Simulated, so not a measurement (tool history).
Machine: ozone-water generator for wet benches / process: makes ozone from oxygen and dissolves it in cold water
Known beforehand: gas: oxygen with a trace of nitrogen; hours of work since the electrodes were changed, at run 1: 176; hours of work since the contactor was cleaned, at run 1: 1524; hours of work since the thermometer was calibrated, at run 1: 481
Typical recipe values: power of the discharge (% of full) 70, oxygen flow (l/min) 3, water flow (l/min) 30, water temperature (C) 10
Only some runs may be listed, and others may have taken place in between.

| run | hour | power of the discharge (% of full) | oxygen flow (l/min) | water flow (l/min) | water temperature (C) | hours of work since the electrodes were changed | hours of work since the contactor was cleaned | hours of work since the thermometer was calibrated | dissolved ozone (ppm) | ozone in the gas ahead of the water (g/m3) |
|---|---|---|---|---|---|---|---|---|---|---|
| 1 | 0 | 70 | 3 | 30 | 10 | 176 | 1524 | 481 | 7.1 | 155.5 |
| 2 | 30.3 | 70 | 3 | 30 | 10 | 194 | 1542 | 500 | 7.3 | 155.2 |
| 3 | 59.9 | 70 | 3 | 30 | 10 | 212 | 1560 | 518 | 7.1 | 155 |
| 4 | 82.4 | 70 | 3 | 27 | 10 | 226 | 1574 | 531 | 8.1 | 156.1 |
| 5 | 117.4 | 70 | 3 | 27 | 10 | 247 | 1595 | 553 | 8.1 | 155.3 |
| 6 | 147 | 70 | 3 | 30 | 10 | 265 | 1613 | 571 | 7.1 | 154.2 |
| 7 | 200.1 | 70 | 3 | 30 | 10 | 297 | 1645 | 603 | 7.3 | 153.3 |
| 8 | 235.1 | 70 | 3 | 30 | 10 | 319 | 1666 | 624 | 7.3 | 154.2 |
| 9 | 273.1 | 70 | 3 | 30 | 10 | 342 | 1690 | 647 | 7.3 | 154.3 |
| 10 | 303.4 | 70 | 3 | 30 | 7 | 360 | 1708 | 666 | 7.4 | 154.4 |
| 11 | 344.4 | 70 | 3 | 30 | 7 | 385 | 1733 | 690 | 7.4 | 154.2 |
| 12 | 390.2 | 70 | 3 | 30 | 7 | 413 | 1761 | 718 | 7.3 | 153.2 |
| 13 | 437.1 | 70 | 3 | 30 | 10 | 441 | 1789 | 747 | 7.4 | 155.9 |
| 14 | 467.6 | 70 | 3 | 30 | 10 | 460 | 1808 | 765 | 7.3 | 153.7 |
| 15 | 505.3 | 70 | 3 | 30 | 6 | 483 | 1830 | 788 | 7.2 | 152.1 |
| 16 | 556.8 | 70 | 3 | 30 | 10 | 514 | 1862 | 819 | 7.1 | 153.8 |
| 17 | 583.6 | 78 | 1.68 | 26 | 6 | 530 | 1878 | 836 | 7.4 | 214.2 |
| 18 | 608.4 | 70 | 3 | 30 | 10 | 545 | 1893 | 851 | 7.3 | 153.9 |
| 19 | 632.3 | 70 | 3 | 30 | 10 | 560 | 1908 | 865 | 7.2 | 153 |
| 20 | 678.3 | 70 | 3 | 30 | 15 | 588 | 1935 | 893 | 6.9 | 154.2 |
| 21 | 719.6 | 70 | 3.69 | 37 | 15 | 613 | 1960 | 918 | 5.9 | 140.7 |
| 22 | 770.1 | 70 | 4.56 | 37 | 15 | 643 | 1991 | 949 | 6.4 | 127.6 |
|  | 773.4 | water thermometer calibrated |
| 23 | 796.7 | 63 | 4.56 | 47 | 5 | 659 | 2007 | 14 | 5 | 118.6 |
| 24 | 832.3 | 63 | 4.56 | 47 | 5 | 681 | 2029 | 36 | 5.1 | 118.5 |
| 25 | 875.6 | 63 | 4.56 | 47 | 5 | 707 | 2055 | 62 | 4.9 | 120 |
| 26 | 927.7 | 63 | 4.56 | 47 | 5 | 739 | 2086 | 94 | 4.9 | 119.1 |
| 27 | 979.7 | 63 | 4.56 | 47 | 5 | 770 | 2118 | 125 | 5.1 | 118.4 |
| 28 | 1025.9 | 63 | 4.56 | 47 | 5 | 798 | 2146 | 153 | 5 | 118 |
| 29 | 1076.4 | 55 | 1.91 | 18 | 17 | 829 | 2177 | 184 | 8.1 | 157.4 |
|  | 1090.1 | water thermometer calibrated, once more |
| 30 | 1120.6 | 70 | 3.43 | 30 | 10 | 855 | 2203 | 19 | 7.2 | 144.1 |
| 31 | 1160.7 | 52 | 5.3 | 42 | 12 | 880 | 2228 | 43 | 5.1 | 96.9 |
| 32 | 1198.9 | 52 | 5.3 | 42 | 12 | 903 | 2251 | 66 | 4.9 | 96.2 |

5 ways to go on from here, each from the tool as it stands after run 32. What would each give?
| A | 1236.4 | 79 | 2.91 | 42 | 11 | 926 | 2273 | 89 | ? | ? |
| B | 1236.4 | 84 | 2.51 | 43 | 12 | 926 | 2273 | 89 | ? | ? |
| C | 1236.4 | 40 | 2.34 | 30 | 7 | 926 | 2273 | 89 | ? | ? |
| D | 1236.4 | 45 | 5.3 | 40 | 12 | 926 | 2273 | 89 | ? | ? |
| E | 1236.4 | 77 | 2.33 | 18 | 12 | 926 | 2273 | 89 | ? | ? |

| run | dissolved ozone (ppm) | ozone in the gas ahead of the water (g/m3) |
|---|---|---|
| A | 5 | 168.6 |
| B | 5.2 | 187.1 |
| C | 4.3 | 115.5 |
| D | 4.7 | 87.6 |
| E | 11.1 | 181.4 |
With no hidden state in the tool, these same runs would have given:
| run | dissolved ozone (ppm) | ozone in the gas ahead of the water (g/m3) |
|---|---|---|
| A | 5.4 | 171.5 |
| B | 5.5 | 190.4 |
| C | 4.5 | 116.6 |
| D | 5 | 88.6 |
| E | 11.8 | 184.4 |
